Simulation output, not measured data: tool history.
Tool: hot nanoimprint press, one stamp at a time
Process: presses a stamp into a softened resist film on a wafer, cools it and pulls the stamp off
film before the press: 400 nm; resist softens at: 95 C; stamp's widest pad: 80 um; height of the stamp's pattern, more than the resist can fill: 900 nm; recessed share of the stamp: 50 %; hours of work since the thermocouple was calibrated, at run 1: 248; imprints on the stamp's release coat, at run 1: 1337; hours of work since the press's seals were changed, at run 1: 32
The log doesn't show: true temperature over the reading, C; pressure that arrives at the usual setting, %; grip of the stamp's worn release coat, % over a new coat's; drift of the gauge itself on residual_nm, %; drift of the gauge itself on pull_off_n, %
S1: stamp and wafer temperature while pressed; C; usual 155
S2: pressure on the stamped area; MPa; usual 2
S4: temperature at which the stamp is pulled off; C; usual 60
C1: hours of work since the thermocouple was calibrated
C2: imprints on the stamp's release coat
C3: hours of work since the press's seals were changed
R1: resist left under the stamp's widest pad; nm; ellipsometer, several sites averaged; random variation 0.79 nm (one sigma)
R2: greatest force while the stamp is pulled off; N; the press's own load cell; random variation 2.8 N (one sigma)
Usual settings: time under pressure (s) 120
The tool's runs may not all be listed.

run 1 hour=0 | S1=155 S2=2 time_under_pressure_(s)=120 S4=60 | C1=248 C2=1337 C3=32 | R1=224.9 R2=180
run 2 hour=24.9 | S1=155 S2=2 time_under_pressure_(s)=120 S4=60 | C1=261 C2=1386 C3=45 | R1=224.8 R2=181
run 3 hour=59.5 | S1=155 S2=2 time_under_pressure_(s)=120 S4=60 | C1=279 C2=1453 C3=63 | R1=225.4 R2=190
run 4 hour=84.4 | S1=155 S2=2 time_under_pressure_(s)=120 S4=60 | C1=292 C2=1502 C3=75 | R1=226.3 R2=188
run 5 hour=104.3 | S1=155 S2=2 time_under_pressure_(s)=120 S4=60 | C1=302 C2=1540 C3=85 | R1=226.5 R2=181
run 6 hour=131.7 | S1=155 S2=2 time_under_pressure_(s)=120 S4=60 | C1=316 C2=1594 C3=99 | R1=226.6 R2=184
run 7 hour=160.6 | S1=166 S2=2 time_under_pressure_(s)=120 S4=60 | C1=330 C2=1650 C3=114 | R1=148.1 R2=191
run 8 hour=191.7 | S1=166 S2=2 time_under_pressure_(s)=120 S4=60 | C1=346 C2=1711 C3=130 | R1=147.8 R2=196
-- hour=199.4 stamp cleaned and given a new release coat
run 9 hour=229.7 | S1=166 S2=2 time_under_pressure_(s)=63 S4=60 | C1=363 C2=59 C3=146 | R1=185.1 R2=135
run 10 hour=254.1 | S1=166 S2=2 time_under_pressure_(s)=63 S4=60 | C1=375 C2=107 C3=159 | R1=185.9 R2=139
run 11 hour=284 | S1=166 S2=2 time_under_pressure_(s)=63 S4=60 | C1=390 C2=165 C3=174 | R1=186.6 R2=144
run 12 hour=313.7 | S1=166 S2=2 time_under_pressure_(s)=63 S4=60 | C1=406 C2=223 C3=189 | R1=185.9 R2=143
run 13 hour=335.7 | S1=166 S2=2 time_under_pressure_(s)=63 S4=49 | C1=417 C2=266 C3=201 | R1=186.6 R2=151
run 14 hour=355.2 | S1=158 S2=2 time_under_pressure_(s)=63 S4=49 | C1=427 C2=304 C3=211 | R1=245.6 R2=154
run 15 hour=382.2 | S1=158 S2=2 time_under_pressure_(s)=63 S4=49 | C1=441 C2=356 C3=224 | R1=247 R2=158
-- hour=387.9 plate thermocouple calibrated
run 16 hour=419.2 | S1=153 S2=2.84 time_under_pressure_(s)=120 S4=64 | C1=16 C2=422 C3=242 | R1=212.1 R2=136
run 17 hour=441.7 | S1=164 S2=2.84 time_under_pressure_(s)=188 S4=64 | C1=27 C2=466 C3=253 | R1=113.9 R2=146
run 18 hour=458.1 | S1=164 S2=2.84 time_under_pressure_(s)=188 S4=64 | C1=36 C2=498 C3=262 | R1=114.6 R2=142
run 19 hour=484 | S1=155 S2=2 time_under_pressure_(s)=120 S4=47 | C1=49 C2=549 C3=275 | R1=233 R2=170
run 20 hour=511.3 | S1=155 S2=2 time_under_pressure_(s)=120 S4=58 | C1=63 C2=602 C3=289 | R1=232.1 R2=155
run 21 hour=527.3 | S1=157 S2=2.44 time_under_pressure_(s)=120 S4=60 | C1=71 C2=633 C3=297 | R1=195.9 R2=154
run 22 hour=560.7 | S1=157 S2=3.15 time_under_pressure_(s)=78 S4=67 | C1=88 C2=698 C3=314 | R1=198.3 R2=147
run 23 hour=591 | S1=157 S2=3.15 time_under_pressure_(s)=78 S4=67 | C1=104 C2=757 C3=330 | R1=199.3 R2=149
-- hour=597.1 plate thermocouple calibrated, once more
run 24 hour=615.6 | S1=147 S2=2.86 time_under_pressure_(s)=120 S4=60 | C1=9 C2=799 C3=341 | R1=257.7 R2=155
run 25 hour=642.3 | S1=156 S2=1.79 time_under_pressure_(s)=120 S4=60 | C1=23 C2=851 C3=354 | R1=225.9 R2=159
run 26 hour=667.2 | S1=158 S2=2.05 time_under_pressure_(s)=69 S4=46 | C1=36 C2=900 C3=367 | R1=232 R2=180
run 27 hour=686.5 | S1=145 S2=2 time_under_pressure_(s)=98 S4=53 | C1=46 C2=937 C3=377 | R1=324 R2=176
run 28 hour=720.7 | S1=145 S2=2 time_under_pressure_(s)=98 S4=53 | C1=63 C2=1004 C3=394 | R1=323.2 R2=173
run 29 hour=745.8 | S1=145 S2=2 time_under_pressure_(s)=98 S4=53 | C1=76 C2=1053 C3=407 | R1=322.2 R2=182
run 30 hour=767.1 | S1=145 S2=2 time_under_pressure_(s)=98 S4=53 | C1=87 C2=1094 C3=418 | R1=321.6 R2=178

3 ways to go on from here, each from the tool as it stands after run 30. What would each give?
run A hour=799.2 | S1=152 S2=2 time_under_pressure_(s)=98 S4=55 | C1=103 C2=1157 C3=434 | R1=? R2=?
run B hour=799.2 | S1=145 S2=2.67 time_under_pressure_(s)=160 S4=46 | C1=103 C2=1157 C3=434 | R1=? R2=?
run C hour=799.2 | S1=162 S2=2 time_under_pressure_(s)=98 S4=68 | C1=103 C2=1157 C3=434 | R1=? R2=?

run=A R1=264.3 R2=176
run=B R1=267 R2=189
run=C R1=183.5 R2=159
Without the tool's hidden state the same runs would have given:
run=A R1=258.1 R2=136
run=B R1=259.4 R2=145
run=C R1=178.3 R2=122
